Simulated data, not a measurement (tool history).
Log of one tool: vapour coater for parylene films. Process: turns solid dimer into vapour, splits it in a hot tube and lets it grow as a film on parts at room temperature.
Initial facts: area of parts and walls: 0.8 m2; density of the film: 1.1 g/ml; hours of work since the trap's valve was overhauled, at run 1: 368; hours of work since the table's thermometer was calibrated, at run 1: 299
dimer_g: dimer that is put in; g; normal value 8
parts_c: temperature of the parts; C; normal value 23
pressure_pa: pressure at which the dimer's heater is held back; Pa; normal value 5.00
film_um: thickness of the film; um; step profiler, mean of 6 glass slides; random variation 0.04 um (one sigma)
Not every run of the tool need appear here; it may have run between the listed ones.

| run | hour | dimer_g | parts_c | pressure_pa | hours of work since the trap's valve was overhauled | hours of work since the table's thermometer was calibrated | film_um |
|---|---|---|---|---|---|---|---|
| 1 | 0.0 | 8 | 23 | 5.00 | 368 | 299 | 5.00 |
| 2 | 49.4 | 8 | 22 | 5.00 | 402 | 333 | 5.15 |
| 3 | 97.6 | 8 | 23 | 5.00 | 435 | 365 | 4.94 |
| 4 | 129.7 | 8 | 23 | 5.00 | 456 | 387 | 4.92 |
| 5 | 202.1 | 8 | 23 | 5.00 | 506 | 436 | 4.98 |
| 6 | 251.5 | 8 | 23 | 5.00 | 539 | 470 | 4.92 |
| 7 | 290.8 | 4 | 23 | 5.00 | 566 | 497 | 2.48 |
| 8 | 340.8 | 7 | 23 | 5.00 | 600 | 531 | 4.29 |
| 9 | 392.8 | 7 | 23 | 5.00 | 635 | 566 | 4.25 |
|  | 411.9 | trap's valve overhauled |
| 10 | 428.7 | 11 | 21 | 5.02 | 11 | 588 | 7.45 |
| 11 | 493.5 | 4 | 28 | 4.73 | 55 | 632 | 2.34 |
| 12 | 544.7 | 13 | 23 | 5.00 | 90 | 667 | 8.42 |
| 13 | 579.1 | 13 | 23 | 5.00 | 114 | 690 | 8.40 |
| 14 | 639.1 | 13 | 23 | 5.00 | 154 | 731 | 8.40 |
| 15 | 671.4 | 7 | 23 | 6.42 | 176 | 753 | 4.45 |
| 16 | 723.3 | 8 | 34 | 7.72 | 212 | 788 | 3.79 |
| 17 | 766.9 | 8 | 34 | 3.92 | 241 | 817 | 3.97 |

Alternative continuations, all from the tool just after run 17; predict every row:
| A | 820.9 | 8 | 25 | 9.00 | 278 | 854 | ? |
| B | 820.9 | 8 | 34 | 10.11 | 278 | 854 | ? |
| C | 820.9 | 4 | 15 | 8.63 | 278 | 854 | ? |
| D | 820.9 | 8 | 19 | 4.48 | 278 | 854 | ? |
| E | 820.9 | 8 | 23 | 11.80 | 278 | 854 | ? |

| run | film_um |
|---|---|
| A | 4.72 |
| B | 3.71 |
| C | 3.00 |
| D | 5.70 |
| E | 4.89 |
The same runs, with their run-to-run variation unchanged, on a tool lacking any hidden condition would have given:
| run | film_um |
|---|---|
| A | 4.79 |
| B | 3.76 |
| C | 3.04 |
| D | 5.78 |
| E | 4.95 |
